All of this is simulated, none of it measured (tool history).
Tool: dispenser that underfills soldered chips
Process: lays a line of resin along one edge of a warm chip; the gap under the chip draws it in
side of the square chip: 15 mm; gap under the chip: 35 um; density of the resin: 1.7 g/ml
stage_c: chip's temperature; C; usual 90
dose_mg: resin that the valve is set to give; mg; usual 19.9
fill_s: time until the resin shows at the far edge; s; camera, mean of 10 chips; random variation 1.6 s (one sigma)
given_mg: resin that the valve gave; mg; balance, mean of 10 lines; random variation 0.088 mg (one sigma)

run 1 hour=0.0 | stage_c=90 dose_mg=19.9 | fill_s=174.7 given_mg=19.84
run 2 hour=3.3 | stage_c=90 dose_mg=19.9 | fill_s=215.2 given_mg=19.95
run 3 hour=6.7 | stage_c=90 dose_mg=19.9 | fill_s=250.4 given_mg=19.78
run 4 hour=10.0 | stage_c=90 dose_mg=19.9 | fill_s=306.1 given_mg=19.84
run 5 hour=11.9 | stage_c=90 dose_mg=23.0 | fill_s=340.8 given_mg=22.85
run 6 hour=16.8 | stage_c=90 dose_mg=17.8 | fill_s=193.4 given_mg=17.59
run 7 hour=19.7 | stage_c=104 dose_mg=22.3 | fill_s=138.5 given_mg=22.07
run 8 hour=22.7 | stage_c=94 dose_mg=21.4 | fill_s=228.3 given_mg=21.16
run 9 hour=25.9 | stage_c=93 dose_mg=19.9 | fill_s=284.2 given_mg=19.67
run 10 hour=28.4 | stage_c=93 dose_mg=19.9 | fill_s=328.8 given_mg=19.59
run 11 hour=33.1 | stage_c=97 dose_mg=18.1 | fill_s=155.8 given_mg=17.73

Not shown: 2 entries that the log had between the listed runs. Between which runs, and how does the tool's hidden state differ before and after?
Between runs 5 and 6: new syringe of resin (hour 14.1)
  resin's viscosity, % of fresh resin's: 216.6 -> 117.6; dose that the valve gives, % of what is set: 99.27 -> 99.06; true chip temperature over the reading, C: 0.38 -> 0.39
  measured less the result without the state, fill_s: +181.7 -> +27.1 s; given_mg: -0.17 -> -0.17 mg
Between runs 10 and 11: new syringe of resin (hour 29.7)
  resin's viscosity, % of fresh resin's: 229.2 -> 121.3; dose that the valve gives, % of what is set: 98.53 -> 98.33; true chip temperature over the reading, C: 0.41 -> 0.42
  measured less the result without the state, fill_s: +183.9 -> +26.1 s; given_mg: -0.29 -> -0.30 mg

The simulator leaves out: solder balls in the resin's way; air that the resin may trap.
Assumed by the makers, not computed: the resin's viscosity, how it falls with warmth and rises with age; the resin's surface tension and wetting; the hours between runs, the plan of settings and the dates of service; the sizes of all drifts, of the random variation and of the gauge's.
